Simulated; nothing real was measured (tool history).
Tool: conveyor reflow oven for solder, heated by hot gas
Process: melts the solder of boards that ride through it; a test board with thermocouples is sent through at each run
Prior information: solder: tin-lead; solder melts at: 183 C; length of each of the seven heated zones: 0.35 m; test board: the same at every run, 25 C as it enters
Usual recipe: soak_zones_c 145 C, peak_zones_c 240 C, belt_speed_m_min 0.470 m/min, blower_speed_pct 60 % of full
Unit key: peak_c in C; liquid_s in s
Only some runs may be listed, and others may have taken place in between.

Run 1, day 0.000: usual settings. Result: peak_c 227.4 C, liquid_s 78.4 s.
Run 2, day 0.475: usual settings. Result: peak_c 227.6 C, liquid_s 78.5 s.
Run 3, day 0.804: usual settings. Result: peak_c 227.5 C, liquid_s 78.3 s.
Run 4, day 1.150: usual settings but blower_speed_pct 72 % of full. Result: peak_c 229.4 C, liquid_s 79.8 s.
Run 5, day 1.667: usual settings but blower_speed_pct 72 % of full. Result: peak_c 229.2 C, liquid_s 79.8 s.
Run 6, day 2.062: usual settings but blower_speed_pct 72 % of full. Result: peak_c 229.5 C, liquid_s 79.9 s.
Run 7, day 2.704: usual settings but soak_zones_c 138 C, belt_speed_m_min 0.534 m/min, blower_speed_pct 61 % of full. Result: peak_c 222.3 C, liquid_s 62.8 s.
At day 3.050: flux residue cleaned out of gas plates and filters.
Run 8, day 3.567: usual settings but peak_zones_c 231 C, belt_speed_m_min 0.540 m/min, blower_speed_pct 81 % of full. Result: peak_c 220.3 C, liquid_s 63.7 s.

What does the tool deliver on the next run?
Run 9, day 4.125: usual settings but soak_zones_c 138 C, peak_zones_c 244 C, belt_speed_m_min 0.540 m/min, blower_speed_pct 81 % of full. Result: peak_c ?, liquid_s ?.

{"run 9": {"peak_c": 230.6, "liquid_s": 67.4}}
Minus the tool's unlogged condition, the same run would have read peak_c 229.3 C, liquid_s 66.5 s.

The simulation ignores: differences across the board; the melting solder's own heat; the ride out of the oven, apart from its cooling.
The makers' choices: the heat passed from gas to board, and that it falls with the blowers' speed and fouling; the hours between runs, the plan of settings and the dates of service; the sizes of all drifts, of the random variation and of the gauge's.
